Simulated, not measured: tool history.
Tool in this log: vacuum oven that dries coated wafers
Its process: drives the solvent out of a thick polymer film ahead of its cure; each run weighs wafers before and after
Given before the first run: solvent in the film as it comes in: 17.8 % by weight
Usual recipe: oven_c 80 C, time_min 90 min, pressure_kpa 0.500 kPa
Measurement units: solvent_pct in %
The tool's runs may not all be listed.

{"run": 1, "hour": 0.0, "oven_c": 80, "time_min": 90, "pressure_kpa": 0.5, "solvent_pct": 2.35}
{"hour": 10.7, "done": "oven's thermocouples calibrated"}
{"run": 2, "hour": 29.3, "oven_c": 80, "time_min": 98, "pressure_kpa": 0.5, "solvent_pct": 1.79}
{"run": 3, "hour": 68.9, "oven_c": 80, "time_min": 98, "pressure_kpa": 0.5, "solvent_pct": 1.77}
{"run": 4, "hour": 125.4, "oven_c": 80, "time_min": 98, "pressure_kpa": 0.5, "solvent_pct": 1.81}
{"hour": 161.7, "done": "oven's thermocouples calibrated, once more"}
{"run": 5, "hour": 167.5, "oven_c": 80, "time_min": 90, "pressure_kpa": 0.5, "solvent_pct": 3.18}
{"run": 6, "hour": 194.7, "oven_c": 80, "time_min": 90, "pressure_kpa": 0.462, "solvent_pct": 3.16}
{"run": 7, "hour": 252.4, "oven_c": 80, "time_min": 90, "pressure_kpa": 0.5, "solvent_pct": 3.19}
{"run": 8, "hour": 315.4, "oven_c": 80, "time_min": 90, "pressure_kpa": 0.5, "solvent_pct": 3.15}
{"run": 9, "hour": 350.1, "oven_c": 80, "time_min": 90, "pressure_kpa": 0.5, "solvent_pct": 3.15}
{"run": 10, "hour": 377.1, "oven_c": 80, "time_min": 90, "pressure_kpa": 0.759, "solvent_pct": 3.31}
{"run": 11, "hour": 438.4, "oven_c": 80, "time_min": 90, "pressure_kpa": 0.759, "solvent_pct": 3.3}
{"run": 12, "hour": 503.6, "oven_c": 80, "time_min": 90, "pressure_kpa": 0.759, "solvent_pct": 3.33}
{"run": 13, "hour": 553.2, "oven_c": 80, "time_min": 91, "pressure_kpa": 0.5, "solvent_pct": 3.08}
{"run": 14, "hour": 618.1, "oven_c": 80, "time_min": 142, "pressure_kpa": 0.5, "solvent_pct": 1.66}
{"run": 15, "hour": 648.8, "oven_c": 86, "time_min": 90, "pressure_kpa": 1.179, "solvent_pct": 2.44}
{"run": 16, "hour": 689.7, "oven_c": 76, "time_min": 90, "pressure_kpa": 0.357, "solvent_pct": 3.85}
{"run": 17, "hour": 717.0, "oven_c": 78, "time_min": 90, "pressure_kpa": 0.817, "solvent_pct": 3.76}
{"run": 18, "hour": 773.2, "oven_c": 88, "time_min": 98, "pressure_kpa": 0.904, "solvent_pct": 1.79}
{"run": 19, "hour": 809.0, "oven_c": 68, "time_min": 90, "pressure_kpa": 0.861, "solvent_pct": 6.29}
{"run": 20, "hour": 844.9, "oven_c": 75, "time_min": 66, "pressure_kpa": 0.983, "solvent_pct": 6.03}
{"run": 21, "hour": 885.0, "oven_c": 75, "time_min": 66, "pressure_kpa": 0.983, "solvent_pct": 6.06}
{"run": 22, "hour": 930.6, "oven_c": 79, "time_min": 90, "pressure_kpa": 1.802, "solvent_pct": 4.2}
{"run": 23, "hour": 990.6, "oven_c": 79, "time_min": 97, "pressure_kpa": 0.561, "solvent_pct": 2.97}
{"run": 24, "hour": 1034.7, "oven_c": 86, "time_min": 62, "pressure_kpa": 0.983, "solvent_pct": 3.73}
{"run": 25, "hour": 1068.0, "oven_c": 84, "time_min": 136, "pressure_kpa": 0.983, "solvent_pct": 1.58}
{"run": 26, "hour": 1101.8, "oven_c": 80, "time_min": 148, "pressure_kpa": 1.531, "solvent_pct": 2.28}
{"run": 27, "hour": 1164.1, "oven_c": 80, "time_min": 148, "pressure_kpa": 1.531, "solvent_pct": 2.26}
{"run": 28, "hour": 1211.8, "oven_c": 80, "time_min": 57, "pressure_kpa": 1.801, "solvent_pct": 5.89}

Forecast each of these 3 alternatives for the next run:
{"run": "A", "hour": 1263.3, "oven_c": 79, "time_min": 66, "pressure_kpa": 1.75, "solvent_pct": "?"}
{"run": "B", "hour": 1263.3, "oven_c": 80, "time_min": 91, "pressure_kpa": 0.526, "solvent_pct": "?"}
{"run": "C", "hour": 1263.3, "oven_c": 82, "time_min": 48, "pressure_kpa": 0.671, "solvent_pct": "?"}

run=A solvent_pct=5.41
run=B solvent_pct=3.00
run=C solvent_pct=5.64
Take away the tool's hidden state, keep each run's random variation, and the runs would have read:
run=A solvent_pct=5.36
run=B solvent_pct=2.85
run=C solvent_pct=5.63
